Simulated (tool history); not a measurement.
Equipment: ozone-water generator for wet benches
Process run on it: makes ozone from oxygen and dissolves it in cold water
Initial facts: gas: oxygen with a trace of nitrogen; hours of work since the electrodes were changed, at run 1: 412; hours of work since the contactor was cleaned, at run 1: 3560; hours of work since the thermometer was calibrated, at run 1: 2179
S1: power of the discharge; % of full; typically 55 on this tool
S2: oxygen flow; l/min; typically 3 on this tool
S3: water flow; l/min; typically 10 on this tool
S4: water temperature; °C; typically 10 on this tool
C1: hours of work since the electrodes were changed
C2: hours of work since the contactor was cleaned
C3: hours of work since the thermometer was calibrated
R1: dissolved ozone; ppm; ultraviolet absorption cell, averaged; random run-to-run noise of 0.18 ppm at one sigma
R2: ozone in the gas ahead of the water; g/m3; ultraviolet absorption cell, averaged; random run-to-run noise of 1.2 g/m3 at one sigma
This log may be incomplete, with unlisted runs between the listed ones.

run,hour,S1,S2,S3,S4,C1,C2,C3,R1,R2
1,0,55,3,10,10,412,3560,2179,25.7,218.4
2,40.6,55,3,10,10,438,3587,2205,25.6,219.3
3,96.4,55,3,10,10,474,3622,2241,25.4,220.9
4,161.2,55,3,10,10,516,3664,2283,25.5,221.9
5,212.8,55,3,10,13,549,3697,2316,24.6,219.6
6,277.2,55,3,10,10,590,3739,2357,25,222.6
7,323.4,55,3,10,17,620,3768,2387,23.1,220.4
8,356.5,55,1.98,10,10,641,3790,2408,25.7,288.3
9,417.4,92,1.94,7,17,680,3829,2447,42.8,387.2
10,471.2,92,1.94,7,17,715,3863,2482,42.9,388.6
11,522.9,60,2.24,8,10,748,3897,2515,32.8,280.8
12,574.1,51,1.52,13,11,781,3930,2548,18,332.5
13,622.8,51,1.52,16,6,812,3961,2579,14.9,332.9
# hour 657.9: gauge calibrated
14,674.9,86,3,7,10,846,3994,2613,43.4,277.4
15,742.3,86,3,7,10,889,4038,2656,44,280.7

Each row is a separate what-if for the run after 15, all from the same tool condition, not one after another. Results?
A,783.5,64,3.31,7,5,916,4064,2683,?,?
B,783.5,63,3,10,10,916,4064,2683,?,?
C,783.5,55,3,10,14,916,4064,2683,?,?
D,783.5,86,3,7,10,916,4064,2683,?,?

run,R1,R2
A,39.7,223.6
B,27.7,237.2
C,24.1,219.5
D,43.3,278.9
Stripped of hidden state, with their random variation kept, the same runs would have yielded:
run,R1,R2
A,39.7,222.5
B,27.7,236
C,24.2,218.3
D,43.3,277.6
